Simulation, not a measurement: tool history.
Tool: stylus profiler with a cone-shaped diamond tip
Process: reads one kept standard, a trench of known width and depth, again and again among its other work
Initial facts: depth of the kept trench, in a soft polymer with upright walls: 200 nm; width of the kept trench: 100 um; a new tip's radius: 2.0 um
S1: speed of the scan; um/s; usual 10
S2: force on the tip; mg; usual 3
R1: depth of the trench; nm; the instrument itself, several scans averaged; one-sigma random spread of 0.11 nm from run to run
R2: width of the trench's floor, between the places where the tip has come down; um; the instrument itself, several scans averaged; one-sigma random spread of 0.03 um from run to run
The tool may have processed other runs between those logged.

run,hour,S1,S2,R1,R2
1,0,10,3,202.22,98.08
2,69.1,10,3,202.06,98.07
3,191.9,10,3,202.31,97.97
4,253.3,10,3,202.06,97.9
5,329.3,10,3,202.13,97.85
6,399.1,10,3,202.48,97.81
7,523.6,10,4.8,203.13,97.73
8,595.1,10,3.9,202.8,97.67
9,674.5,18,3,202.48,97.5
10,785.4,18,3,202.57,97.51
11,895.3,10,3,202.51,97.5
12,1015.3,10,3,202.57,97.28
13,1082.9,36,3,202.63,97.25
14,1155.9,36,3,202.59,97.21
15,1260.7,36,3,202.72,97.13
16,1324.5,36,3,202.7,97.08
# hour 1346.1: new tip fitted, height scale calibrated
17,1424.9,36,1.79,201.72,98.1
18,1521.8,4,2.34,201.83,98.11
19,1578.6,4,3,202.25,98.09
20,1645.6,5,1.79,201.76,98.01
21,1775.2,9,1.38,201.52,97.82
22,1901.3,8,4.36,203.07,97.71
23,2006.6,14,3,202.56,97.67
24,2091.7,14,3,202.39,97.58
25,2211.9,5,1.55,201.76,97.57
26,2284.3,9,6.56,203.92,97.48
27,2388.1,11,6.3,203.83,97.43
28,2498.8,7,4.35,203.03,97.35
29,2620.4,7,4.35,203.09,97.29

Predict each of these 5 candidate next runs independently; none follows another, all start after run 29:
A,2698.5,11,1.92,?,?
B,2698.5,15,3,?,?
C,2698.5,6,4.35,?,?
D,2698.5,3,4.35,?,?
E,2698.5,28,1.33,?,?

run,R1,R2
A,202.31,97.22
B,202.7,97.21
C,203.19,97.24
D,203.2,97.25
E,201.9,97.12
Stripped of hidden state, with their random variation kept, the same runs would have yielded:
run,R1,R2
A,201.62,98.22
B,202.01,98.21
C,202.5,98.25
D,202.5,98.25
E,201.21,98.12
